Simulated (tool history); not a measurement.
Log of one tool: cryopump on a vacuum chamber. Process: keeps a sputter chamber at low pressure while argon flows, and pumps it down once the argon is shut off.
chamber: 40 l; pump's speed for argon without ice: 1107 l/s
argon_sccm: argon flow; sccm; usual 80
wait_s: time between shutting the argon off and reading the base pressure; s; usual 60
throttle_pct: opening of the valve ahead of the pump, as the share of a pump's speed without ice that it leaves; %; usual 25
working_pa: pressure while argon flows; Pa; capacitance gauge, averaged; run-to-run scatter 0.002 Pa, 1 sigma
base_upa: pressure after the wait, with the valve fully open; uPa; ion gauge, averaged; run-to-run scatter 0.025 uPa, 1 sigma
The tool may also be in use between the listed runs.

run 1 hour=0 | argon_sccm=80 wait_s=60 throttle_pct=25 | working_pa=0.4944 base_upa=1.53
run 2 hour=71.9 | argon_sccm=93 wait_s=60 throttle_pct=25 | working_pa=0.5741 base_upa=1.58
run 3 hour=164.3 | argon_sccm=93 wait_s=60 throttle_pct=25 | working_pa=0.5815 base_upa=1.57
-- hour=228.5 leaking fittings of the chamber tightened, without venting
run 4 hour=266.2 | argon_sccm=80 wait_s=57 throttle_pct=25 | working_pa=0.5053 base_upa=1.09
run 5 hour=349 | argon_sccm=80 wait_s=246 throttle_pct=25 | working_pa=0.5037 base_upa=0.51
run 6 hour=420.3 | argon_sccm=80 wait_s=246 throttle_pct=25 | working_pa=0.5129 base_upa=0.54
run 7 hour=485.9 | argon_sccm=80 wait_s=246 throttle_pct=25 | working_pa=0.5102 base_upa=0.56
run 8 hour=587.9 | argon_sccm=80 wait_s=246 throttle_pct=25 | working_pa=0.5187 base_upa=0.59
run 9 hour=651.3 | argon_sccm=80 wait_s=246 throttle_pct=25 | working_pa=0.5159 base_upa=0.62
-- hour=681.4 pump warmed up, emptied and cooled again
run 10 hour=719.4 | argon_sccm=49 wait_s=246 throttle_pct=25 | working_pa=0.2989 base_upa=0.49
run 11 hour=787.4 | argon_sccm=80 wait_s=21 throttle_pct=25 | working_pa=0.4911 base_upa=2.56
run 12 hour=897.8 | argon_sccm=109 wait_s=60 throttle_pct=25 | working_pa=0.6784 base_upa=1.16
run 13 hour=962.3 | argon_sccm=109 wait_s=60 throttle_pct=25 | working_pa=0.6832 base_upa=1.17
run 14 hour=1080.8 | argon_sccm=109 wait_s=60 throttle_pct=25 | working_pa=0.684 base_upa=1.17
run 15 hour=1171.4 | argon_sccm=109 wait_s=60 throttle_pct=25 | working_pa=0.6895 base_upa=1.18
run 16 hour=1296.5 | argon_sccm=109 wait_s=268 throttle_pct=25 | working_pa=0.693 base_upa=0.63
run 17 hour=1376.7 | argon_sccm=109 wait_s=268 throttle_pct=25 | working_pa=0.6964 base_upa=0.7
run 18 hour=1474.1 | argon_sccm=109 wait_s=268 throttle_pct=25 | working_pa=0.702 base_upa=0.69
run 19 hour=1527.7 | argon_sccm=69 wait_s=268 throttle_pct=54 | working_pa=0.2216 base_upa=0.71
-- hour=1575.8 pump warmed up, emptied and cooled again
run 20 hour=1594.1 | argon_sccm=111 wait_s=41 throttle_pct=25 | working_pa=0.6768 base_upa=1.53
run 21 hour=1716.4 | argon_sccm=111 wait_s=41 throttle_pct=25 | working_pa=0.6877 base_upa=1.57
run 22 hour=1774.2 | argon_sccm=86 wait_s=48 throttle_pct=42 | working_pa=0.3215 base_upa=1.48
run 23 hour=1884.1 | argon_sccm=86 wait_s=48 throttle_pct=42 | working_pa=0.3252 base_upa=1.48
run 24 hour=1999.5 | argon_sccm=86 wait_s=48 throttle_pct=42 | working_pa=0.3294 base_upa=1.47
run 25 hour=2107.3 | argon_sccm=86 wait_s=48 throttle_pct=42 | working_pa=0.3304 base_upa=1.65
run 26 hour=2227.6 | argon_sccm=86 wait_s=48 throttle_pct=42 | working_pa=0.34 base_upa=1.57
run 27 hour=2355.1 | argon_sccm=93 wait_s=48 throttle_pct=30 | working_pa=0.505 base_upa=1.62
-- hour=2477.1 pump warmed up, emptied and cooled again
run 28 hour=2487.4 | argon_sccm=85 wait_s=44 throttle_pct=30 | working_pa=0.4323 base_upa=1.65
run 29 hour=2559.7 | argon_sccm=85 wait_s=44 throttle_pct=30 | working_pa=0.435 base_upa=1.59
run 30 hour=2651.7 | argon_sccm=155 wait_s=90 throttle_pct=15 | working_pa=1.5956 base_upa=1.12
run 31 hour=2708.1 | argon_sccm=106 wait_s=98 throttle_pct=60 | working_pa=0.2843 base_upa=1.16

Expected results for the next run?
run 32 hour=2809.4 | argon_sccm=80 wait_s=217 throttle_pct=19 | working_pa=? base_upa=?

Run 32 measured working_pa 0.6544 Pa, base_upa 0.87 uPa.
Without the tool's hidden state the same run would have given working_pa 0.6407 Pa, base_upa 0.46 uPa.
